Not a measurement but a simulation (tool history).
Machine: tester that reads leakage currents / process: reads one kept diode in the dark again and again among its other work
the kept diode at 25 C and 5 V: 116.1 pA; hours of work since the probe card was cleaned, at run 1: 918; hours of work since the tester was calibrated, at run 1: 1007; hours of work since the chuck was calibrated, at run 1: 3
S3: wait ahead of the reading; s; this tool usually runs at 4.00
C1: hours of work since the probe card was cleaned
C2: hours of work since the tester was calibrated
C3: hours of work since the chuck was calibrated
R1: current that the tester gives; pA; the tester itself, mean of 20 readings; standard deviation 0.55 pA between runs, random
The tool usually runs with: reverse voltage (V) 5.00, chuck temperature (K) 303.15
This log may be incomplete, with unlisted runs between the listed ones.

{"run": 1, "day": 0.0, "reverse voltage (V)": 5.0, "chuck temperature (K)": 303.15, "S3": 4.0, "C1": 918, "C2": 1007, "C3": 3, "R1": 184.69}
{"run": 2, "day": 2.221, "reverse voltage (V)": 5.0, "chuck temperature (K)": 303.15, "S3": 4.0, "C1": 948, "C2": 1037, "C3": 33, "R1": 183.45}
{"run": 3, "day": 5.246, "reverse voltage (V)": 5.0, "chuck temperature (K)": 297.15, "S3": 4.0, "C1": 990, "C2": 1079, "C3": 75, "R1": 106.89}
{"run": 4, "day": 8.762, "reverse voltage (V)": 5.0, "chuck temperature (K)": 297.15, "S3": 4.0, "C1": 1038, "C2": 1127, "C3": 123, "R1": 105.09}
{"run": 5, "day": 10.892, "reverse voltage (V)": 5.0, "chuck temperature (K)": 297.15, "S3": 4.0, "C1": 1067, "C2": 1156, "C3": 152, "R1": 104.33}
{"run": 6, "day": 13.654, "reverse voltage (V)": 5.0, "chuck temperature (K)": 297.15, "S3": 4.0, "C1": 1105, "C2": 1194, "C3": 190, "R1": 104.67}
{"run": 7, "day": 15.421, "reverse voltage (V)": 5.0, "chuck temperature (K)": 303.15, "S3": 4.0, "C1": 1129, "C2": 1218, "C3": 214, "R1": 177.35}
{"run": 8, "day": 18.025, "reverse voltage (V)": 5.0, "chuck temperature (K)": 303.15, "S3": 4.0, "C1": 1165, "C2": 1254, "C3": 250, "R1": 176.81}
{"run": 9, "day": 20.417, "reverse voltage (V)": 5.0, "chuck temperature (K)": 303.15, "S3": 4.0, "C1": 1198, "C2": 1287, "C3": 283, "R1": 175.56}
{"run": 10, "day": 22.942, "reverse voltage (V)": 5.0, "chuck temperature (K)": 303.15, "S3": 4.0, "C1": 1233, "C2": 1322, "C3": 317, "R1": 174.08}
{"run": 11, "day": 26.204, "reverse voltage (V)": 5.0, "chuck temperature (K)": 303.15, "S3": 4.0, "C1": 1277, "C2": 1366, "C3": 362, "R1": 172.65}
{"run": 12, "day": 29.171, "reverse voltage (V)": 5.0, "chuck temperature (K)": 303.15, "S3": 4.0, "C1": 1318, "C2": 1407, "C3": 403, "R1": 172.29}
{"run": 13, "day": 31.675, "reverse voltage (V)": 5.0, "chuck temperature (K)": 303.15, "S3": 4.0, "C1": 1352, "C2": 1441, "C3": 437, "R1": 170.9}
{"day": 32.592, "done": "probe card cleaned and baked"}
{"run": 14, "day": 35.242, "reverse voltage (V)": 2.0, "chuck temperature (K)": 303.15, "S3": 4.0, "C1": 36, "C2": 1489, "C3": 485, "R1": 104.43}
{"run": 15, "day": 36.671, "reverse voltage (V)": 12.63, "chuck temperature (K)": 303.15, "S3": 4.0, "C1": 56, "C2": 1508, "C3": 504, "R1": 271.06}
{"run": 16, "day": 38.296, "reverse voltage (V)": 12.63, "chuck temperature (K)": 303.15, "S3": 4.0, "C1": 78, "C2": 1531, "C3": 526, "R1": 269.3}
{"run": 17, "day": 40.567, "reverse voltage (V)": 5.0, "chuck temperature (K)": 303.15, "S3": 4.0, "C1": 110, "C2": 1562, "C3": 558, "R1": 166.35}
{"day": 40.817, "done": "chuck's temperature calibrated"}
{"run": 18, "day": 43.896, "reverse voltage (V)": 5.0, "chuck temperature (K)": 303.15, "S3": 4.0, "C1": 154, "C2": 1606, "C3": 42, "R1": 159.24}
{"run": 19, "day": 45.846, "reverse voltage (V)": 5.0, "chuck temperature (K)": 303.15, "S3": 4.0, "C1": 181, "C2": 1633, "C3": 69, "R1": 159.24}
{"run": 20, "day": 47.583, "reverse voltage (V)": 5.0, "chuck temperature (K)": 299.15, "S3": 4.0, "C1": 205, "C2": 1657, "C3": 93, "R1": 110.69}
{"run": 21, "day": 50.358, "reverse voltage (V)": 5.0, "chuck temperature (K)": 299.15, "S3": 4.0, "C1": 243, "C2": 1695, "C3": 131, "R1": 109.43}
{"run": 22, "day": 52.542, "reverse voltage (V)": 5.0, "chuck temperature (K)": 299.15, "S3": 4.0, "C1": 273, "C2": 1725, "C3": 161, "R1": 108.63}
{"run": 23, "day": 54.892, "reverse voltage (V)": 5.0, "chuck temperature (K)": 299.15, "S3": 4.0, "C1": 305, "C2": 1757, "C3": 193, "R1": 109.0}
{"run": 24, "day": 56.496, "reverse voltage (V)": 5.0, "chuck temperature (K)": 299.15, "S3": 0.37, "C1": 327, "C2": 1779, "C3": 215, "R1": 109.47}
{"run": 25, "day": 57.975, "reverse voltage (V)": 5.0, "chuck temperature (K)": 299.15, "S3": 0.37, "C1": 347, "C2": 1800, "C3": 236, "R1": 108.43}
{"day": 59.575, "done": "chuck's temperature calibrated, once more"}
{"run": 26, "day": 59.646, "reverse voltage (V)": 5.13, "chuck temperature (K)": 300.15, "S3": 2.33, "C1": 369, "C2": 1821, "C3": 1, "R1": 144.29}
{"run": 27, "day": 61.575, "reverse voltage (V)": 4.9, "chuck temperature (K)": 303.15, "S3": 1.18, "C1": 396, "C2": 1848, "C3": 27, "R1": 183.07}
{"run": 28, "day": 63.071, "reverse voltage (V)": 2.15, "chuck temperature (K)": 303.15, "S3": 0.9, "C1": 416, "C2": 1868, "C3": 48, "R1": 118.49}
{"run": 29, "day": 65.25, "reverse voltage (V)": 8.94, "chuck temperature (K)": 300.15, "S3": 4.65, "C1": 446, "C2": 1898, "C3": 78, "R1": 189.56}
{"run": 30, "day": 66.704, "reverse voltage (V)": 11.36, "chuck temperature (K)": 313.15, "S3": 6.01, "C1": 466, "C2": 1918, "C3": 98, "R1": 651.61}
{"run": 31, "day": 69.092, "reverse voltage (V)": 11.36, "chuck temperature (K)": 313.15, "S3": 6.01, "C1": 499, "C2": 1951, "C3": 131, "R1": 652.38}
{"run": 32, "day": 70.942, "reverse voltage (V)": 4.71, "chuck temperature (K)": 313.15, "S3": 6.01, "C1": 524, "C2": 1976, "C3": 156, "R1": 411.0}
{"run": 33, "day": 73.425, "reverse voltage (V)": 4.71, "chuck temperature (K)": 313.15, "S3": 6.01, "C1": 558, "C2": 2011, "C3": 190, "R1": 409.25}
{"run": 34, "day": 75.154, "reverse voltage (V)": 4.71, "chuck temperature (K)": 313.15, "S3": 6.01, "C1": 582, "C2": 2034, "C3": 214, "R1": 408.81}
{"run": 35, "day": 77.092, "reverse voltage (V)": 4.71, "chuck temperature (K)": 313.15, "S3": 6.01, "C1": 609, "C2": 2061, "C3": 240, "R1": 406.29}
{"run": 36, "day": 80.288, "reverse voltage (V)": 5.78, "chuck temperature (K)": 303.15, "S3": 4.0, "C1": 652, "C2": 2105, "C3": 284, "R1": 190.4}
{"run": 37, "day": 82.033, "reverse voltage (V)": 7.33, "chuck temperature (K)": 323.15, "S3": 0.46, "C1": 676, "C2": 2129, "C3": 308, "R1": 1128.09}
{"run": 38, "day": 85.562, "reverse voltage (V)": 7.33, "chuck temperature (K)": 323.15, "S3": 0.46, "C1": 725, "C2": 2177, "C3": 357, "R1": 1116.31}
{"run": 39, "day": 88.725, "reverse voltage (V)": 6.75, "chuck temperature (K)": 309.15, "S3": 0.46, "C1": 768, "C2": 2221, "C3": 400, "R1": 343.47}
{"run": 40, "day": 90.504, "reverse voltage (V)": 5.0, "chuck temperature (K)": 303.15, "S3": 5.03, "C1": 793, "C2": 2245, "C3": 425, "R1": 173.09}

Below, each run's measurement less what the same run would have read without the hidden state. Both values contain the same run-to-run variation, but the gauge's scatter may not be the same in both:
Hidden conditions of the tool in this case: stray current of the dirty probe card, pA a volt; current scale over the true one, %; true chuck temperature over the reading, C; drift of the gauge itself on leakage_pa, %.
run=1 R1=+2.37
run=2 R1=+1.37
run=3 R1=+0.49
run=4 R1=-0.40
run=5 R1=-0.87
run=6 R1=-1.64
run=7 R1=-4.33
run=8 R1=-5.39
run=9 R1=-6.37
run=10 R1=-7.34
run=11 R1=-8.73
run=12 R1=-9.91
run=13 R1=-10.84
run=14 R1=-8.72
run=15 R1=-23.47
run=16 R1=-24.50
run=17 R1=-16.32
run=18 R1=-22.40
run=19 R1=-23.15
run=20 R1=-16.97
run=21 R1=-17.61
run=22 R1=-18.10
run=23 R1=-18.79
run=24 R1=-19.27
run=25 R1=-19.53
run=26 R1=+2.95
run=27 R1=+2.66
run=28 R1=+1.15
run=29 R1=+1.53
run=30 R1=+0.67
run=31 R1=-2.28
run=32 R1=-3.29
run=33 R1=-5.63
run=34 R1=-7.29
run=35 R1=-9.37
run=36 R1=-5.69
run=37 R1=-36.65
run=38 R1=-44.39
run=39 R1=-16.76
run=40 R1=-9.24
